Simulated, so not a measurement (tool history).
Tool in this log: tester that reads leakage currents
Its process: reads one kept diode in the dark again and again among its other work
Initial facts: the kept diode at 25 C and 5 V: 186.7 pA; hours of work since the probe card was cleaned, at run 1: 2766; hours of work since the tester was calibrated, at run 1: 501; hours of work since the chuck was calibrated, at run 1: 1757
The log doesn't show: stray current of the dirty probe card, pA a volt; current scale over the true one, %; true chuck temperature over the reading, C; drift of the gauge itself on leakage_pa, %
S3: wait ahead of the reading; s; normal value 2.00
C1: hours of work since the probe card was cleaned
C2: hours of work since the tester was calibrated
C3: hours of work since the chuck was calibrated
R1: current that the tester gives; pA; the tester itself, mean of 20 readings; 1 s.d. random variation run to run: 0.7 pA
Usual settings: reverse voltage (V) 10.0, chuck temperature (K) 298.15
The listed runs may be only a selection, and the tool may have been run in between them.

Run 1, hour 0.0: usual settings; C1 2766; C2 501; C3 1757. Result: R1 233.78 pA.
At hour 133.3: probe card cleaned and baked.
At hour 169.3: chuck's temperature calibrated.
Run 2, hour 181.6: usual settings but chuck temperature (K) 312.15; C1 32; C2 622; C3 8. Result: R1 700.19 pA.
Run 3, hour 312.5: usual settings; C1 121; C2 712; C3 98. Result: R1 234.16 pA.
Run 4, hour 471.6: usual settings; C1 230; C2 820; C3 207. Result: R1 232.98 pA.
Run 5, hour 562.7: usual settings but chuck temperature (K) 309.15; C1 292; C2 883; C3 269. Result: R1 560.44 pA.
Run 6, hour 648.0: usual settings but chuck temperature (K) 309.15; C1 351; C2 941; C3 327. Result: R1 561.02 pA.
Run 7, hour 813.4: usual settings; C1 464; C2 1054; C3 440. Result: R1 234.58 pA.
Run 8, hour 892.2: usual settings but S3 1.49 s; C1 517; C2 1108; C3 494. Result: R1 234.83 pA.
Run 9, hour 1026.1: usual settings but S3 1.49 s; C1 609; C2 1199; C3 586. Result: R1 233.98 pA.
Run 10, hour 1185.5: usual settings but S3 0.45 s; C1 718; C2 1308; C3 695. Result: R1 235.80 pA.
Run 11, hour 1361.0: usual settings but S3 0.45 s; C1 838; C2 1428; C3 815. Result: R1 237.81 pA.
Run 12, hour 1512.5: usual settings but S3 0.45 s; C1 941; C2 1532; C3 918. Result: R1 235.96 pA.
Run 13, hour 1668.9: usual settings but S3 0.45 s; C1 1048; C2 1639; C3 1025. Result: R1 236.40 pA.
Run 14, hour 1843.6: usual settings but S3 1.74 s; C1 1168; C2 1758; C3 1144. Result: R1 234.19 pA.
Run 15, hour 2020.8: usual settings but reverse voltage (V) 4.5; C1 1289; C2 1879; C3 1266. Result: R1 181.20 pA.
Run 16, hour 2110.4: usual settings but reverse voltage (V) 4.5; C1 1350; C2 1941; C3 1327. Result: R1 181.84 pA.
Run 17, hour 2281.9: usual settings; C1 1467; C2 2058; C3 1444. Result: R1 235.00 pA.
Run 18, hour 2403.8: usual settings; C1 1551; C2 2141; C3 1527. Result: R1 234.85 pA.
Run 19, hour 2497.8: usual settings; C1 1615; C2 2205; C3 1592. Result: R1 235.32 pA.
Run 20, hour 2583.7: usual settings; C1 1674; C2 2264; C3 1650. Result: R1 234.88 pA.
Run 21, hour 2685.3: usual settings; C1 1743; C2 2334; C3 1720. Result: R1 234.49 pA.
Run 22, hour 2821.2: usual settings but reverse voltage (V) 18.9, chuck temperature (K) 299.15; C1 1836; C2 2427; C3 1813. Result: R1 312.48 pA.
At hour 2908.6: chuck's temperature calibrated.
Run 23, hour 2963.6: usual settings but reverse voltage (V) 18.9, chuck temperature (K) 299.15; C1 1932; C2 2522; C3 38. Result: R1 313.18 pA.
Run 24, hour 3085.2: usual settings but reverse voltage (V) 8.9, chuck temperature (K) 299.15; C1 2015; C2 2606; C3 121. Result: R1 244.82 pA.
Run 25, hour 3186.2: usual settings but reverse voltage (V) 8.9, chuck temperature (K) 299.15; C1 2084; C2 2675; C3 190. Result: R1 245.63 pA.
Run 26, hour 3278.2: usual settings but reverse voltage (V) 8.9, chuck temperature (K) 299.15; C1 2147; C2 2738; C3 253. Result: R1 244.03 pA.
Run 27, hour 3418.4: usual settings but reverse voltage (V) 2.7, chuck temperature (K) 299.15, S3 0.94 s; C1 2243; C2 2833; C3 349. Result: R1 166.80 pA.
Run 28, hour 3508.7: usual settings but S3 0.65 s; C1 2305; C2 2895; C3 410. Result: R1 235.20 pA.
Run 29, hour 3655.0: usual settings but reverse voltage (V) 17.5, chuck temperature (K) 301.15, S3 0.65 s; C1 2405; C2 2995; C3 510. Result: R1 359.98 pA.
Run 30, hour 3816.4: usual settings but reverse voltage (V) 17.5, chuck temperature (K) 301.15, S3 0.65 s; C1 2515; C2 3105; C3 621. Result: R1 361.96 pA.
Run 31, hour 3943.5: usual settings but reverse voltage (V) 2.5; C1 2602; C2 3192; C3 707. Result: R1 150.12 pA.
Run 32, hour 4065.5: usual settings but reverse voltage (V) 2.3, chuck temperature (K) 329.15, S3 1.25 s; C1 2685; C2 3276; C3 791. Result: R1 1465.07 pA.
Run 33, hour 4211.7: usual settings but reverse voltage (V) 1.1, S3 4.11 s; C1 2785; C2 3376; C3 891. Result: R1 115.17 pA.
Run 34, hour 4289.1: usual settings but reverse voltage (V) 2.9, S3 0.72 s; C1 2838; C2 3429; C3 944. Result: R1 156.92 pA.
At hour 4321.7: probe card cleaned and baked.
Run 35, hour 4406.3: usual settings but chuck temperature (K) 297.15; C1 58; C2 3507; C3 1022. Result: R1 215.51 pA.
Run 36, hour 4531.4: usual settings but chuck temperature (K) 297.15; C1 143; C2 3592; C3 1107. Result: R1 216.33 pA.
Run 37, hour 4679.3: usual settings but S3 0.93 s; C1 244; C2 3693; C3 1208. Result: R1 235.83 pA.

Forecast run 38:
Run 38, hour 4816.5: usual settings but chuck temperature (K) 315.15, S3 0.41 s; C1 338; C2 3787; C3 1302. Result: R1 ?.

R1: 876.41 pA
Without the tool's hidden state the same run would have given R1 875.42 pA.
